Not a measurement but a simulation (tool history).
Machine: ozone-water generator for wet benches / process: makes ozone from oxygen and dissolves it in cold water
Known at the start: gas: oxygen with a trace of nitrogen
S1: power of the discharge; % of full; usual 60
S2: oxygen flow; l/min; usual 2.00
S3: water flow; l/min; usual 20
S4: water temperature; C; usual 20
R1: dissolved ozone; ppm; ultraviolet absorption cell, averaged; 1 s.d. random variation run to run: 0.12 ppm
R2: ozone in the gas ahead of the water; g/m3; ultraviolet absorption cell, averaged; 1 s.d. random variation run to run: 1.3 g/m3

run 1 day=0.000 | S1=60 S2=2.00 S3=20 S4=20 | R1=10.3 R2=226.2
run 2 day=2.412 | S1=60 S2=2.00 S3=20 S4=20 | R1=10.0 R2=226.9
run 3 day=5.883 | S1=60 S2=2.00 S3=20 S4=20 | R1=10.2 R2=226.7
run 4 day=10.421 | S1=60 S2=2.00 S3=20 S4=21 | R1=10.0 R2=228.3
run 5 day=14.058 | S1=60 S2=1.74 S3=20 S4=20 | R1=10.2 R2=247.5
run 6 day=17.012 | S1=60 S2=1.74 S3=20 S4=20 | R1=9.9 R2=246.2
run 7 day=21.975 | S1=60 S2=1.74 S3=20 S4=20 | R1=10.2 R2=247.3
run 8 day=25.642 | S1=60 S2=1.74 S3=20 S4=20 | R1=9.8 R2=243.4
run 9 day=27.996 | S1=60 S2=2.00 S3=20 S4=20 | R1=10.2 R2=226.2
-- day=32.404 water thermometer calibrated
run 10 day=33.521 | S1=60 S2=2.00 S3=20 S4=20 | R1=9.8 R2=225.0
run 11 day=37.688 | S1=60 S2=2.00 S3=20 S4=20 | R1=9.9 R2=224.5
run 12 day=43.071 | S1=60 S2=2.00 S3=13 S4=20 | R1=15.2 R2=223.3
run 13 day=47.850 | S1=60 S2=2.00 S3=13 S4=20 | R1=15.3 R2=225.2
-- day=48.971 water thermometer calibrated, once more
run 14 day=52.888 | S1=60 S2=2.00 S3=13 S4=20 | R1=15.4 R2=225.4
run 15 day=58.288 | S1=60 S2=2.00 S3=17 S4=14 | R1=12.4 R2=221.1
run 16 day=63.825 | S1=90 S2=2.00 S3=17 S4=18 | R1=15.8 R2=290.2
run 17 day=66.638 | S1=60 S2=2.88 S3=31 S4=20 | R1=6.3 R2=177.0
run 18 day=72.154 | S1=88 S2=2.88 S3=31 S4=20 | R1=8.1 R2=227.5
-- day=75.317 contactor cleaned
run 19 day=77.029 | S1=88 S2=2.88 S3=31 S4=20 | R1=9.3 R2=228.7
run 20 day=80.817 | S1=70 S2=2.88 S3=31 S4=20 | R1=7.9 R2=194.4
run 21 day=86.275 | S1=69 S2=1.69 S3=23 S4=20 | R1=9.8 R2=269.7
run 22 day=90.333 | S1=60 S2=1.67 S3=24 S4=20 | R1=8.7 R2=244.0
run 23 day=95.604 | S1=43 S2=1.67 S3=24 S4=24 | R1=6.6 R2=198.4
run 24 day=98.208 | S1=46 S2=1.86 S3=20 S4=20 | R1=9.0 R2=194.7
run 25 day=100.700 | S1=55 S2=2.00 S3=13 S4=15 | R1=16.3 R2=208.3
run 26 day=106.088 | S1=55 S2=2.00 S3=13 S4=15 | R1=16.5 R2=208.4
run 27 day=109.342 | S1=60 S2=3.13 S3=31 S4=20 | R1=7.2 R2=166.7

Below are 3 alternative next runs, each starting from the tool's condition after run 27. Predict each:
run A day=112.242 | S1=60 S2=1.07 S3=16 S4=21 | R1=? R2=?
run B day=112.242 | S1=60 S2=3.55 S3=20 S4=14 | R1=? R2=?
run C day=112.242 | S1=75 S2=2.00 S3=18 S4=18 | R1=? R2=?

run=A R1=12.1 R2=322.5
run=B R1=12.0 R2=156.3
run=C R1=14.0 R2=254.0
With no hidden state in the tool, these same runs would have given:
run=A R1=13.1 R2=343.7
run=B R1=13.0 R2=166.5
run=C R1=15.3 R2=273.5

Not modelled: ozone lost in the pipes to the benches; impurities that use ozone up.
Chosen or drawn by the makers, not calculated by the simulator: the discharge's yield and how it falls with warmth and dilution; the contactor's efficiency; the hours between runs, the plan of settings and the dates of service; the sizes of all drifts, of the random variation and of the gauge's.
